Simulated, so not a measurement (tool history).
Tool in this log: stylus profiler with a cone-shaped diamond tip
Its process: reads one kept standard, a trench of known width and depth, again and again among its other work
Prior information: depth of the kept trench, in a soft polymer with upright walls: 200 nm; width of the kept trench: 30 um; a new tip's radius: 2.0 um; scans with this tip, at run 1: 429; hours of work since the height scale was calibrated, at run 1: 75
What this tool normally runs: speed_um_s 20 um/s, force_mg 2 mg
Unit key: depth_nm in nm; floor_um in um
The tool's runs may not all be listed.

run,hour,speed_um_s,force_mg,scans with this tip,hours of work since the height scale was calibrated,depth_nm,floor_um
1,0,20,2,429,75,202.17,28.18
2,16,58,2,495,87,202.19,28.14
3,24.4,20,2,530,93,202.41,28.18
4,32.8,20,2,565,99,202.26,28.24
5,42.9,20,2,607,106,202.24,28.17
6,54.1,20,2,653,114,202.1,28.33
7,63.9,20,2,694,121,202.25,28.24
8,74.7,20,2,738,129,202.23,28.16
9,87.6,20,2.08,791,138,202.05,28.24
10,100.4,20,2,844,148,202.21,28.24
11,114.4,20,2,902,158,202.36,28.22
12,122.2,20,2.97,934,163,202.73,28.22
13,134.7,20,2.97,986,172,202.71,28.22
14,144.8,20,2,1028,180,202.43,28.21
15,157.7,20,1.35,1081,189,201.59,28.14
16,165.2,20,1.35,1112,194,201.7,28.17
17,179.3,20,1.35,1170,205,201.8,28.21
18,186.9,20,1.35,1202,210,201.68,28.24
19,202.3,20,1.35,1265,221,201.78,28.22
20,209.4,20,1.35,1294,226,201.72,28.21
21,219.3,20,1.35,1336,234,201.9,28.23
22,230.1,6,1.73,1380,241,201.92,28.21
23,246.2,6,0.74,1446,253,201.4,28.22
24,256.6,6,4.55,1489,260,203.68,28.23
25,263.2,6,4.55,1517,265,203.64,28.29
26,270.6,6,4.55,1547,271,203.73,28.26
27,283,79,1.31,1598,280,201.69,28
28,289.6,7,1.11,1626,284,201.7,28.25
29,298.6,6,5.79,1663,291,204.31,28.26
# hour 299.9: height scale calibrated on a step standard
30,308.2,6,5.79,1700,6,204.52,28.22
31,322.9,6,5.79,1761,17,204.57,28.22
32,331.1,9,1.02,1795,23,201.66,28.22
33,346.7,9,1.02,1860,34,201.39,28.32
# hour 357.9: height scale calibrated on a step standard, once more
34,360.4,10,1.51,1914,2,201.51,28.25
35,369.3,24,1.51,1951,8,201.71,28.17
36,381.1,65,3.2,2000,17,202.61,28.14
37,396.8,6,2,2065,28,201.88,28.17
38,405.4,7,2,2100,34,202.1,28.18
39,413.1,28,2,2132,40,202.03,28.13
40,426.1,48,5.9,2186,49,204.23,28.17
41,438.1,28,0.74,2235,58,200.9,28.08
42,448.8,52,3.62,2279,66,202.96,28.11

What if the next run were any one of these 3? Each begins from the tool's condition after run 42:
A,458.1,21,0.71,2318,72,?,?
B,458.1,6,4.97,2318,72,?,?
C,458.1,7,1.72,2318,72,?,?

run,depth_nm,floor_um
A,200.96,28.14
B,203.59,28.2
C,201.79,28.25
With the hidden condition removed and each run's random variation left untouched, the same runs would have given:
run,depth_nm,floor_um
A,201.02,28.16
B,203.64,28.23
C,201.85,28.27
